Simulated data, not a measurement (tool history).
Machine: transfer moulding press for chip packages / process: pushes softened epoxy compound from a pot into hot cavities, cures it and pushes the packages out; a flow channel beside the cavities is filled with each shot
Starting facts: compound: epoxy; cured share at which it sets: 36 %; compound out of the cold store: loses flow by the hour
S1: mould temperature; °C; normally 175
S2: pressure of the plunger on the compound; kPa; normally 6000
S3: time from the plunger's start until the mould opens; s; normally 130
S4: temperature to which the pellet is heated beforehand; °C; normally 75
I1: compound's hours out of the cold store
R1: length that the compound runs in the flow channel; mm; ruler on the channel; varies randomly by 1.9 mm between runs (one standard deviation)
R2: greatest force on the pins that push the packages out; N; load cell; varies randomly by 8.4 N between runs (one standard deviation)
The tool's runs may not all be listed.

run 1 day=0 | S1=175 S2=6000 S3=130 S4=75 | I1=34 | R1=910 R2=454
run 2 day=1.033 | S1=175 S2=6000 S3=130 S4=75 | I1=46 | R1=858 R2=503
run 3 day=1.783 | S1=175 S2=6000 S3=130 S4=75 | I1=34.5 | R1=906 R2=535
run 4 day=2.917 | S1=175 S2=6000 S3=136 S4=75 | I1=12.2 | R1=1005 R2=574
run 5 day=3.508 | S1=175 S2=6000 S3=136 S4=75 | I1=29.9 | R1=923 R2=563
run 6 day=4.121 | S1=175 S2=5970 S3=136 S4=75 | I1=13.2 | R1=998 R2=596
run 7 day=5.025 | S1=175 S2=5970 S3=136 S4=75 | I1=17.6 | R1=972 R2=380
run 8 day=5.767 | S1=175 S2=5970 S3=136 S4=75 | I1=34.4 | R1=902 R2=415
run 9 day=6.5 | S1=175 S2=5970 S3=136 S4=75 | I1=34.2 | R1=899 R2=461
run 10 day=7.55 | S1=179 S2=5970 S3=136 S4=75 | I1=38.9 | R1=885 R2=460
run 11 day=8.383 | S1=179 S2=5970 S3=136 S4=75 | I1=39.4 | R1=882 R2=488
run 12 day=9.075 | S1=175 S2=6000 S3=113 S4=75 | I1=41.5 | R1=883 R2=643
run 13 day=10.167 | S1=175 S2=6000 S3=113 S4=75 | I1=14.4 | R1=1010 R2=726
run 14 day=11.208 | S1=175 S2=6000 S3=113 S4=75 | I1=34.7 | R1=915 R2=476
run 15 day=11.729 | S1=174 S2=6000 S3=120 S4=75 | I1=40.2 | R1=898 R2=488
run 16 day=12.992 | S1=172 S2=7460 S3=130 S4=75 | I1=28.9 | R1=1062 R2=566
run 17 day=14.029 | S1=172 S2=6340 S3=148 S4=75 | I1=36.3 | R1=946 R2=519
run 18 day=14.554 | S1=174 S2=6210 S3=136 S4=66 | I1=37 | R1=922 R2=543
run 19 day=15.383 | S1=174 S2=6210 S3=136 S4=66 | I1=12.3 | R1=1037 R2=594
run 20 day=15.925 | S1=174 S2=6210 S3=131 S4=85 | I1=36.9 | R1=915 R2=593
run 21 day=17.238 | S1=175 S2=6000 S3=126 S4=75 | I1=25.1 | R1=951 R2=417
run 22 day=18.025 | S1=175 S2=6000 S3=126 S4=75 | I1=16.2 | R1=990 R2=461
run 23 day=18.912 | S1=175 S2=6000 S3=126 S4=75 | I1=26.3 | R1=944 R2=491
run 24 day=20.196 | S1=169 S2=4620 S3=149 S4=82 | I1=19.6 | R1=880 R2=591
run 25 day=20.875 | S1=169 S2=6770 S3=149 S4=69 | I1=47.8 | R1=925 R2=571
run 26 day=21.904 | S1=169 S2=6770 S3=149 S4=69 | I1=40 | R1=960 R2=622
run 27 day=22.658 | S1=175 S2=6000 S3=130 S4=81 | I1=37.4 | R1=885 R2=561
run 28 day=23.792 | S1=175 S2=5530 S3=130 S4=81 | I1=12.6 | R1=956 R2=425

Removed from this log: 5 entries logged between the listed runs. Between which two listed runs does each belong, and how does the tool's hidden state at the listed run before it compare with that at the listed run after it?
Run 6 -> run 7: cavities cleaned with cleaning compound and waxed (day 4.717)
  true mould temperature over the reading, C: 0.38 -> 0.39; pressure that reaches the compound, % of what is set: 95.82 -> 95.58; grip of the stained cavities, % over clean ones': 59.6 -> 7.9
  difference, measured minus the result without the unlogged condition, R1: -23 -> -25 mm; R2: +218 -> +24 N
Run 9 -> run 10: plunger's sealing rings changed (day 7.117)
  true mould temperature over the reading, C: 0.43 -> 0.44; pressure that reaches the compound, % of what is set: 95.2 -> 99.66; grip of the stained cavities, % over clean ones': 28.3 -> 38.6
  difference, measured minus the result without the unlogged condition, R1: -24 -> -3 mm; R2: +97 -> +126 N
Run 13 -> run 14: cavities cleaned with cleaning compound and waxed (day 10.775)
  true mould temperature over the reading, C: 0.5 -> 0.52; pressure that reaches the compound, % of what is set: 98.95 -> 98.7; grip of the stained cavities, % over clean ones': 57.7 -> 10.3
  difference, measured minus the result without the unlogged condition, R1: -8 -> -9 mm; R2: +250 -> +33 N
Run 20 -> run 21: cavities cleaned with cleaning compound and waxed (day 16.771)
  true mould temperature over the reading, C: 0.62 -> 0.65; pressure that reaches the compound, % of what is set: 97.49 -> 97.16; grip of the stained cavities, % over clean ones': 58 -> 9.6
  difference, measured minus the result without the unlogged condition, R1: -15 -> -16 mm; R2: +209 -> +27 N
Run 27 -> run 28: cavities cleaned with cleaning compound and waxed (day 22.833)
  true mould temperature over the reading, C: 0.76 -> 0.79; pressure that reaches the compound, % of what is set: 95.77 -> 95.49; grip of the stained cavities, % over clean ones': 60.2 -> 16.4
  difference, measured minus the result without the unlogged condition, R1: -23 -> -26 mm; R2: +202 -> +50 N
